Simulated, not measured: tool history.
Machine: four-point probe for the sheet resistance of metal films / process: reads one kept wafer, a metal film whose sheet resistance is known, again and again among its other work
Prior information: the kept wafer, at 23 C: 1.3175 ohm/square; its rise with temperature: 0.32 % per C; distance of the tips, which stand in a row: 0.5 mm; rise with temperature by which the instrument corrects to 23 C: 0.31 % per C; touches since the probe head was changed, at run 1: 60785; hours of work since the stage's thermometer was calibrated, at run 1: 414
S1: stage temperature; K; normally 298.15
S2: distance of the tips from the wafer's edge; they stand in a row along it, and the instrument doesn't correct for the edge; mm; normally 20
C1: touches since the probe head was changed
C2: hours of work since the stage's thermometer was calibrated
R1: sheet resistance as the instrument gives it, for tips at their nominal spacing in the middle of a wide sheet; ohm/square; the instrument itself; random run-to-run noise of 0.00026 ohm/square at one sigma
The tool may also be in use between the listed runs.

run 1 day=0.000 | S1=298.15 S2=20 | C1=60785 C2=414 | R1=1.318307
-- day=0.417 new probe head fitted
run 2 day=0.488 | S1=298.15 S2=20 | C1=72 C2=421 | R1=1.318325
run 3 day=1.117 | S1=298.15 S2=4 | C1=686 C2=432 | R1=1.328934
run 4 day=1.833 | S1=298.15 S2=4 | C1=1388 C2=444 | R1=1.328946
run 5 day=2.596 | S1=298.15 S2=8 | C1=2135 C2=456 | R1=1.320848
run 6 day=2.950 | S1=298.15 S2=8 | C1=2482 C2=462 | R1=1.320738
run 7 day=3.483 | S1=298.15 S2=8 | C1=3006 C2=471 | R1=1.320240
run 8 day=3.933 | S1=298.15 S2=8 | C1=3445 C2=478 | R1=1.320956
run 9 day=4.533 | S1=298.15 S2=8 | C1=4032 C2=488 | R1=1.320443
run 10 day=5.192 | S1=298.15 S2=20 | C1=4677 C2=499 | R1=1.318174
run 11 day=5.767 | S1=298.15 S2=20 | C1=5239 C2=509 | R1=1.318431
run 12 day=6.412 | S1=301.15 S2=20 | C1=5872 C2=519 | R1=1.319107
run 13 day=6.933 | S1=301.15 S2=20 | C1=6382 C2=528 | R1=1.319263
run 14 day=7.400 | S1=292.15 S2=42 | C1=6839 C2=536 | R1=1.316932
run 15 day=7.829 | S1=292.15 S2=42 | C1=7259 C2=543 | R1=1.317102
run 16 day=8.400 | S1=304.15 S2=33 | C1=7820 C2=552 | R1=1.318539
run 17 day=8.783 | S1=304.15 S2=7 | C1=8194 C2=559 | R1=1.322286
run 18 day=9.575 | S1=304.15 S2=7 | C1=8968 C2=572 | R1=1.322323
run 19 day=10.358 | S1=294.15 S2=28 | C1=9735 C2=585 | R1=1.316924
run 20 day=11.025 | S1=295.15 S2=17 | C1=10391 C2=596 | R1=1.317720

Run 21 has not been measured yet. What should we expect?
run 21 day=11.396 | S1=302.15 S2=23 | C1=10751 C2=602 | R1=?

{"run 21": {"R1": 1.318924}}
With no hidden state in the tool, this same run would have given R1 1.318894 ohm/square.
